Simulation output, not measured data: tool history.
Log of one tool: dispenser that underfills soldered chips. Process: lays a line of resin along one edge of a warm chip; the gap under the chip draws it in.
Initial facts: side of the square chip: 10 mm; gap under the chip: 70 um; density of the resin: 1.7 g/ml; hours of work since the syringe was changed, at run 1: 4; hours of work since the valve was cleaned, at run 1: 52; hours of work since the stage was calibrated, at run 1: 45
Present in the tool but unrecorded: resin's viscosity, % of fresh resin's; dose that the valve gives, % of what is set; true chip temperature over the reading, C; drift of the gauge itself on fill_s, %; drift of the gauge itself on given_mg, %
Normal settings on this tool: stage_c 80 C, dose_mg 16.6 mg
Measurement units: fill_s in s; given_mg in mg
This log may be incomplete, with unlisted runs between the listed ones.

run,day,stage_c,dose_mg,hours of work since the syringe was changed,hours of work since the valve was cleaned,hours of work since the stage was calibrated,fill_s,given_mg
1,0.000,80,16.6,4,52,45,102.0,15.91
2,0.262,68,16.6,9,56,49,177.5,15.95
# day 0.338: new syringe of resin
3,0.546,68,16.6,3,61,53,149.8,15.94
4,0.767,68,16.6,7,64,57,172.4,15.77
5,0.879,80,16.6,9,66,59,126.1,15.63
# day 0.958: new syringe of resin
6,1.038,80,16.6,1,68,61,91.1,15.68
7,1.179,80,16.6,4,71,63,100.1,15.72
8,1.396,80,17.3,7,74,67,115.3,16.40
# day 1.558: new syringe of resin
9,1.683,80,17.3,2,79,71,94.9,16.39
10,1.842,80,17.3,5,81,74,105.1,16.32
11,2.104,80,17.3,9,85,78,123.2,16.17
# day 2.179: new syringe of resin
12,2.238,80,17.3,1,87,80,88.5,16.10
13,2.367,80,17.3,3,89,82,94.8,16.21
14,2.617,80,17.3,7,93,86,113.2,16.08
# day 2.788: new syringe of resin
15,2.912,80,17.3,2,98,91,92.6,15.98
16,3.092,86,15.4,5,101,93,89.5,14.09
17,3.300,86,15.4,8,104,97,101.4,14.16
# day 3.400: new syringe of resin
# day 3.521: dispensing valve cleaned and set on the balance
18,3.579,67,17.7,2,1,100,144.8,17.75
19,3.758,67,17.7,5,4,103,160.4,17.77
20,4.008,67,17.7,9,8,107,188.3,17.65
# day 4.042: new syringe of resin
21,4.267,80,19.3,4,12,111,97.4,19.05
22,4.517,91,19.9,8,16,115,80.1,19.70
# day 4.654: new syringe of resin
23,4.750,79,14.7,2,19,119,100.7,14.51
24,4.921,76,19.9,4,22,122,113.8,19.58
25,5.138,77,16.3,8,26,125,132.6,15.93
# day 5.262: new syringe of resin
26,5.429,78,14.7,3,30,130,106.3,14.36

Consider 3 possible next runs. They are alternatives, not a sequence: every one starts from the tool as it was left by run 26. What does each give?
A,5.688,80,19.3,7,34,134,?,?
B,5.688,68,20.0,7,34,134,?,?
C,5.688,75,16.5,7,34,134,?,?

run,fill_s,given_mg
A,111.2,18.88
B,162.8,19.52
C,132.7,16.19
The same runs, with their run-to-run variation unchanged, on a tool lacking any hidden condition would have given:
run,fill_s,given_mg
A,85.6,19.30
B,125.6,19.96
C,101.9,16.55

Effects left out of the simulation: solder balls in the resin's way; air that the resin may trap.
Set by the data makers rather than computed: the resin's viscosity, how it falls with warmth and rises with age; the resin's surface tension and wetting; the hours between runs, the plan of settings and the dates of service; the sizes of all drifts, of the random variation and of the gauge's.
